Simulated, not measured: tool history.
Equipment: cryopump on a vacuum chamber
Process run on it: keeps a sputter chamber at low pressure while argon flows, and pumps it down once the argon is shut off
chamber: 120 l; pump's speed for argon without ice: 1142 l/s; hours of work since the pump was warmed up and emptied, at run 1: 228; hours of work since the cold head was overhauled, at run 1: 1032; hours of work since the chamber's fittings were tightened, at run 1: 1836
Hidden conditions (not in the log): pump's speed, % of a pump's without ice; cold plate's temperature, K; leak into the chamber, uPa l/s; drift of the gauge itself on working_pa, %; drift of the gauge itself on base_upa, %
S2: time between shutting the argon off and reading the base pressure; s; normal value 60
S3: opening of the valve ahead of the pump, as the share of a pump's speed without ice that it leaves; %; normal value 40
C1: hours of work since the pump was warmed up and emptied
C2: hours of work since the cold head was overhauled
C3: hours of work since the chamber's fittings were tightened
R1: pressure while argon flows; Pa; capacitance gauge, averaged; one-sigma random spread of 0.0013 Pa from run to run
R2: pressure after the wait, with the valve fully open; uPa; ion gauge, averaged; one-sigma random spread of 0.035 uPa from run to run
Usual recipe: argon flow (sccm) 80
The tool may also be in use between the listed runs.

run 1 hour=0.0 | argon_flow_(sccm)=80 S2=60 S3=40 | C1=228 C2=1032 C3=1836 | R1=0.3230 R2=2.92
run 2 hour=23.6 | argon_flow_(sccm)=80 S2=60 S3=40 | C1=245 C2=1048 C3=1853 | R1=0.3258 R2=2.99
run 3 hour=45.2 | argon_flow_(sccm)=80 S2=60 S3=40 | C1=261 C2=1064 C3=1868 | R1=0.3283 R2=3.05
run 4 hour=81.6 | argon_flow_(sccm)=80 S2=60 S3=40 | C1=286 C2=1089 C3=1894 | R1=0.3349 R2=3.09
run 5 hour=111.0 | argon_flow_(sccm)=80 S2=60 S3=40 | C1=307 C2=1110 C3=1915 | R1=0.3376 R2=3.06
run 6 hour=132.9 | argon_flow_(sccm)=80 S2=60 S3=40 | C1=323 C2=1126 C3=1930 | R1=0.3394 R2=3.13
run 7 hour=169.7 | argon_flow_(sccm)=80 S2=60 S3=29 | C1=349 C2=1152 C3=1957 | R1=0.4547 R2=3.29
run 8 hour=197.0 | argon_flow_(sccm)=80 S2=60 S3=29 | C1=368 C2=1171 C3=1976 | R1=0.4604 R2=3.31
-- hour=220.7 pump warmed up, emptied and cooled again
run 9 hour=253.8 | argon_flow_(sccm)=80 S2=60 S3=40 | C1=24 C2=1208 C3=2013 | R1=0.2997 R2=2.83
run 10 hour=290.0 | argon_flow_(sccm)=80 S2=60 S3=40 | C1=49 C2=1234 C3=2038 | R1=0.3052 R2=2.90
run 11 hour=336.7 | argon_flow_(sccm)=80 S2=60 S3=33 | C1=82 C2=1267 C3=2072 | R1=0.3700 R2=2.95
run 12 hour=363.9 | argon_flow_(sccm)=80 S2=60 S3=40 | C1=102 C2=1286 C3=2091 | R1=0.3099 R2=2.94
run 13 hour=400.4 | argon_flow_(sccm)=80 S2=60 S3=40 | C1=127 C2=1312 C3=2117 | R1=0.3123 R2=3.03
run 14 hour=438.6 | argon_flow_(sccm)=80 S2=60 S3=40 | C1=155 C2=1339 C3=2144 | R1=0.3155 R2=3.12
run 15 hour=465.0 | argon_flow_(sccm)=80 S2=60 S3=58 | C1=173 C2=1358 C3=2163 | R1=0.2281 R2=3.08
run 16 hour=488.4 | argon_flow_(sccm)=80 S2=60 S3=58 | C1=190 C2=1374 C3=2179 | R1=0.2278 R2=3.17
run 17 hour=532.5 | argon_flow_(sccm)=80 S2=60 S3=40 | C1=221 C2=1406 C3=2210 | R1=0.3300 R2=3.20
run 18 hour=567.1 | argon_flow_(sccm)=80 S2=60 S3=40 | C1=246 C2=1430 C3=2235 | R1=0.3306 R2=3.20
run 19 hour=589.1 | argon_flow_(sccm)=80 S2=118 S3=39 | C1=261 C2=1446 C3=2251 | R1=0.3409 R2=2.50
run 20 hour=622.2 | argon_flow_(sccm)=60 S2=118 S3=33 | C1=285 C2=1469 C3=2274 | R1=0.2980 R2=2.60
run 21 hour=657.1 | argon_flow_(sccm)=52 S2=84 S3=44 | C1=310 C2=1494 C3=2299 | R1=0.2033 R2=2.94
run 22 hour=689.9 | argon_flow_(sccm)=121 S2=60 S3=40 | C1=333 C2=1517 C3=2322 | R1=0.5222 R2=3.51
run 23 hour=714.7 | argon_flow_(sccm)=54 S2=156 S3=50 | C1=350 C2=1535 C3=2340 | R1=0.1955 R2=2.61
-- hour=764.6 pump warmed up, emptied and cooled again
run 24 hour=764.6 | argon_flow_(sccm)=120 S2=142 S3=23 | C1=0 C2=1567 C3=2371 | R1=0.7733 R2=2.00
run 25 hour=814.4 | argon_flow_(sccm)=55 S2=104 S3=32 | C1=35 C2=1602 C3=2407 | R1=0.2565 R2=2.41
run 26 hour=857.6 | argon_flow_(sccm)=55 S2=207 S3=28 | C1=66 C2=1633 C3=2437 | R1=0.2960 R2=1.98
run 27 hour=888.4 | argon_flow_(sccm)=82 S2=292 S3=55 | C1=88 C2=1655 C3=2459 | R1=0.2330 R2=1.87
run 28 hour=927.7 | argon_flow_(sccm)=119 S2=60 S3=55 | C1=116 C2=1682 C3=2487 | R1=0.3428 R2=3.26
run 29 hour=978.6 | argon_flow_(sccm)=33 S2=60 S3=53 | C1=152 C2=1719 C3=2523 | R1=0.1010 R2=3.20
run 30 hour=1010.0 | argon_flow_(sccm)=33 S2=60 S3=53 | C1=174 C2=1741 C3=2546 | R1=0.1020 R2=3.39
run 31 hour=1035.0 | argon_flow_(sccm)=136 S2=60 S3=35 | C1=192 C2=1759 C3=2563 | R1=0.6183 R2=3.42
run 32 hour=1064.1 | argon_flow_(sccm)=68 S2=76 S3=35 | C1=212 C2=1779 C3=2584 | R1=0.3126 R2=3.05
run 33 hour=1095.0 | argon_flow_(sccm)=34 S2=25 S3=40 | C1=234 C2=1801 C3=2606 | R1=0.1392 R2=5.63
run 34 hour=1136.5 | argon_flow_(sccm)=80 S2=213 S3=15 | C1=264 C2=1831 C3=2635 | R1=0.8248 R2=2.37
run 35 hour=1161.1 | argon_flow_(sccm)=93 S2=213 S3=15 | C1=281 C2=1848 C3=2653 | R1=0.9601 R2=2.35

Each row is a separate what-if for the run after 35, all from the same tool condition, not one after another. Results?
run A hour=1205.3 | argon_flow_(sccm)=36 S2=60 S3=21 | C1=313 C2=1879 C3=2684 | R1=? R2=?
run B hour=1205.3 | argon_flow_(sccm)=93 S2=213 S3=36 | C1=313 C2=1879 C3=2684 | R1=? R2=?
run C hour=1205.3 | argon_flow_(sccm)=132 S2=213 S3=15 | C1=313 C2=1879 C3=2684 | R1=? R2=?

run=A R1=0.2756 R2=3.55
run=B R1=0.4320 R2=2.44
run=C R1=1.3801 R2=2.52
With the hidden condition removed and each run's random variation left untouched, the same runs would have given:
run=A R1=0.2553 R2=1.83
run=B R1=0.3803 R2=0.72
run=C R1=1.3059 R2=0.73

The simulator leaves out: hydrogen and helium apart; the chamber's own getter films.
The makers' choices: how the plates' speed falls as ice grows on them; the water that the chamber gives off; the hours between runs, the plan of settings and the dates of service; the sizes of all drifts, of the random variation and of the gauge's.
